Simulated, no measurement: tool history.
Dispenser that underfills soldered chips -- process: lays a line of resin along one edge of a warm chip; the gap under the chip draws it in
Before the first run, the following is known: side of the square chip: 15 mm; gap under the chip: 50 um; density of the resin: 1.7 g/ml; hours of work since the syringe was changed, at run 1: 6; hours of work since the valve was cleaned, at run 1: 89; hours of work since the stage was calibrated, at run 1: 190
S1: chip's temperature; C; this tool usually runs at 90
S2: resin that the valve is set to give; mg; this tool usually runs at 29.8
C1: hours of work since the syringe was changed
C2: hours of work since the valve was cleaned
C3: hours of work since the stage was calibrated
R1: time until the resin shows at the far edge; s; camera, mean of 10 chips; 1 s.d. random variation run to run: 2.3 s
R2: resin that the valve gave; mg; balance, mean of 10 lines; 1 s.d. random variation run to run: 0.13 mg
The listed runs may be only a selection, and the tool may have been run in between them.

{"run": 1, "hour": 0.0, "S1": 90, "S2": 29.8, "C1": 6, "C2": 89, "C3": 190, "R1": 322.9, "R2": 27.24}
{"hour": 8.2, "done": "new syringe of resin"}
{"run": 2, "hour": 10.6, "S1": 90, "S2": 29.8, "C1": 2, "C2": 96, "C3": 197, "R1": 247.6, "R2": 27.08}
{"hour": 20.0, "done": "dispensing valve cleaned and set on the balance"}
{"run": 3, "hour": 24.1, "S1": 97, "S2": 29.8, "C1": 11, "C2": 3, "C3": 206, "R1": 338.4, "R2": 29.63}
{"hour": 25.2, "done": "new syringe of resin"}
{"run": 4, "hour": 31.5, "S1": 97, "S2": 29.8, "C1": 5, "C2": 8, "C3": 211, "R1": 242.5, "R2": 29.63}
{"run": 5, "hour": 39.2, "S1": 97, "S2": 29.8, "C1": 10, "C2": 14, "C3": 217, "R1": 344.2, "R2": 29.43}
{"hour": 41.3, "done": "new syringe of resin"}
{"run": 6, "hour": 49.4, "S1": 97, "S2": 29.8, "C1": 6, "C2": 21, "C3": 224, "R1": 257.1, "R2": 29.34}
{"run": 7, "hour": 56.0, "S1": 97, "S2": 29.8, "C1": 11, "C2": 26, "C3": 229, "R1": 343.5, "R2": 29.18}
{"hour": 57.5, "done": "new syringe of resin"}
{"run": 8, "hour": 63.7, "S1": 90, "S2": 29.8, "C1": 4, "C2": 31, "C3": 234, "R1": 281.0, "R2": 28.95}
{"hour": 73.5, "done": "new syringe of resin"}
{"run": 9, "hour": 73.6, "S1": 90, "S2": 29.8, "C1": 0, "C2": 38, "C3": 241, "R1": 219.5, "R2": 28.55}
{"run": 10, "hour": 81.6, "S1": 90, "S2": 29.8, "C1": 6, "C2": 44, "C3": 247, "R1": 315.4, "R2": 28.55}
{"hour": 89.6, "done": "new syringe of resin"}
{"run": 11, "hour": 94.2, "S1": 96, "S2": 29.8, "C1": 3, "C2": 53, "C3": 256, "R1": 224.6, "R2": 28.54}
{"hour": 105.7, "done": "new syringe of resin"}
{"run": 12, "hour": 105.7, "S1": 96, "S2": 29.8, "C1": 0, "C2": 61, "C3": 264, "R1": 186.2, "R2": 28.11}
{"run": 13, "hour": 118.0, "S1": 96, "S2": 29.8, "C1": 9, "C2": 70, "C3": 273, "R1": 317.2, "R2": 27.66}
{"hour": 122.5, "done": "new syringe of resin"}
{"run": 14, "hour": 127.1, "S1": 96, "S2": 25.8, "C1": 3, "C2": 76, "C3": 280, "R1": 234.9, "R2": 23.98}
{"hour": 139.0, "done": "new syringe of resin"}
{"run": 15, "hour": 140.2, "S1": 96, "S2": 25.8, "C1": 1, "C2": 86, "C3": 289, "R1": 206.3, "R2": 23.79}
{"run": 16, "hour": 152.0, "S1": 96, "S2": 25.8, "C1": 9, "C2": 94, "C3": 297, "R1": 342.0, "R2": 23.78}
{"hour": 155.8, "done": "new syringe of resin"}
{"hour": 164.5, "done": "dispensing valve cleaned and set on the balance"}
{"run": 17, "hour": 165.6, "S1": 90, "S2": 26.5, "C1": 6, "C2": 1, "C3": 306, "R1": 317.3, "R2": 26.39}
{"run": 18, "hour": 171.4, "S1": 90, "S2": 35.8, "C1": 11, "C2": 5, "C3": 311, "R1": 388.3, "R2": 35.62}
{"hour": 172.9, "done": "new syringe of resin"}
{"run": 19, "hour": 178.2, "S1": 82, "S2": 37.2, "C1": 4, "C2": 10, "C3": 315, "R1": 340.9, "R2": 36.8}
{"run": 20, "hour": 183.9, "S1": 82, "S2": 37.2, "C1": 8, "C2": 14, "C3": 319, "R1": 434.8, "R2": 36.43}
{"hour": 190.0, "done": "new syringe of resin"}
{"run": 21, "hour": 190.2, "S1": 82, "S2": 28.7, "C1": 0, "C2": 18, "C3": 324, "R1": 273.3, "R2": 28.28}
{"run": 22, "hour": 201.3, "S1": 104, "S2": 32.9, "C1": 8, "C2": 26, "C3": 332, "R1": 239.4, "R2": 31.62}
{"hour": 206.4, "done": "new syringe of resin"}
{"run": 23, "hour": 209.1, "S1": 89, "S2": 28.3, "C1": 2, "C2": 32, "C3": 337, "R1": 255.1, "R2": 27.36}
{"run": 24, "hour": 221.8, "S1": 103, "S2": 33.8, "C1": 11, "C2": 41, "C3": 347, "R1": 290.6, "R2": 32.23}

The next listed run, before its measurement:
{"hour": 222.8, "done": "new syringe of resin"}
{"run": 25, "hour": 228.3, "S1": 78, "S2": 26.7, "C1": 4, "C2": 45, "C3": 351, "R1": "?", "R2": "?"}

Logged for run 25: R1 397.0 s, R2 25.52 mg.
The same run, on a tool lacking any hidden state, would have yielded R1 336.3 s, R2 26.78 mg.
